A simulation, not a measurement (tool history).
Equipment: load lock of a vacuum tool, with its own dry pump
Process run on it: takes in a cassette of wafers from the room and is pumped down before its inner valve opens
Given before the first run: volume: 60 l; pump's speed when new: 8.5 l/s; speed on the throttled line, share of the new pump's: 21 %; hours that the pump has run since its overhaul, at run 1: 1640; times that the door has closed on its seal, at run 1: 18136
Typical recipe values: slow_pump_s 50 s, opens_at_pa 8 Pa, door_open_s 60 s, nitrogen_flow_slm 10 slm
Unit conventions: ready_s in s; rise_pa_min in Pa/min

| run | hour | slow_pump_s | opens_at_pa | door_open_s | nitrogen_flow_slm | hours that the pump has run since its overhaul | times that the door has closed on its seal | incoming humidity of the room's air, % | ready_s | rise_pa_min |
|---|---|---|---|---|---|---|---|---|---|---|
| 1 | 0 | 50 | 8 | 60 | 10 | 1640 | 18136 | 46.6 | 105.5 | 0.068 |
| 2 | 53.7 | 50 | 8 | 60 | 10 | 1694 | 18245 | 45.1 | 106.4 | 0.067 |
| 3 | 170.4 | 50 | 8 | 60 | 10 | 1811 | 18483 | 44.6 | 106.4 | 0.073 |
| 4 | 262.5 | 50 | 8 | 60 | 10 | 1903 | 18671 | 43.7 | 106.6 | 0.069 |
| 5 | 368.9 | 50 | 8 | 123 | 10 | 2009 | 18887 | 45.6 | 107 | 0.083 |
| 6 | 440 | 50 | 8 | 123 | 10 | 2080 | 19032 | 44 | 107.9 | 0.08 |
| 7 | 537.9 | 50 | 8 | 60 | 5 | 2178 | 19232 | 43.8 | 107.7 | 0.076 |
| 8 | 624.8 | 50 | 8 | 60 | 7 | 2265 | 19409 | 43.3 | 107 | 0.07 |
| 9 | 706.3 | 50 | 8 | 60 | 7 | 2346 | 19575 | 44.5 | 108.2 | 0.076 |
| 10 | 795.8 | 50 | 8 | 60 | 10 | 2436 | 19757 | 43.9 | 108.7 | 0.073 |
| 11 | 900.3 | 50 | 11 | 60 | 10 | 2541 | 19970 | 44.7 | 104.1 | 0.07 |
| 12 | 979 | 50 | 11 | 60 | 10 | 2619 | 20131 | 48.6 | 105.3 | 0.076 |
| 13 | 1036.6 | 30 | 8 | 27 | 10 | 2677 | 20248 | 41.3 | 90.9 | 0.062 |
| 14 | 1122.3 | 30 | 8 | 27 | 10 | 2763 | 20423 | 46 | 91.7 | 0.061 |
| 15 | 1180 | 30 | 8 | 27 | 10 | 2820 | 20540 | 46.3 | 92.5 | 0.055 |
| 16 | 1285.1 | 30 | 8 | 27 | 10 | 2925 | 20755 | 42 | 92.3 | 0.056 |
| 17 | 1342.9 | 50 | 8 | 173 | 10 | 2983 | 20872 | 44.5 | 108.3 | 0.09 |
| 18 | 1439.4 | 50 | 8 | 173 | 10 | 3080 | 21069 | 47.5 | 107.2 | 0.103 |
| 19 | 1552.9 | 50 | 8 | 50 | 12 | 3193 | 21300 | 44.2 | 107.6 | 0.069 |
| 20 | 1608.7 | 39 | 8 | 134 | 11 | 3249 | 21414 | 45.7 | 98.7 | 0.092 |
| 21 | 1721.1 | 89 | 8 | 113 | 11 | 3361 | 21643 | 42.4 | 137.2 | 0.084 |
| 22 | 1837.3 | 60 | 8 | 140 | 11 | 3477 | 21880 | 43.8 | 117.4 | 0.091 |
| 23 | 1899.5 | 60 | 8 | 140 | 11 | 3540 | 22007 | 41.7 | 115.2 | 0.092 |
| 24 | 1991.9 | 60 | 8 | 140 | 11 | 3632 | 22195 | 42.9 | 115.3 | 0.097 |

Predict each of these 4 candidate next runs independently; none follows another, all start after run 24:
| A | 2061.7 | 47 | 8 | 115 | 8 | 3702 | 22337 | 42.6 | ? | ? |
| B | 2061.7 | 50 | 8 | 98 | 11 | 3702 | 22337 | 47.1 | ? | ? |
| C | 2061.7 | 67 | 8 | 50 | 11 | 3702 | 22337 | 43.6 | ? | ? |
| D | 2061.7 | 56 | 9 | 35 | 11 | 3702 | 22337 | 45.8 | ? | ? |

| run | ready_s | rise_pa_min |
|---|---|---|
| A | 107.5 | 0.09 |
| B | 109.4 | 0.093 |
| C | 119.9 | 0.074 |
| D | 111.2 | 0.072 |
Without the tool's unlogged condition, the same runs would have read:
| run | ready_s | rise_pa_min |
|---|---|---|
| A | 105.9 | 0.053 |
| B | 107.9 | 0.055 |
| C | 118.6 | 0.036 |
| D | 109.7 | 0.034 |
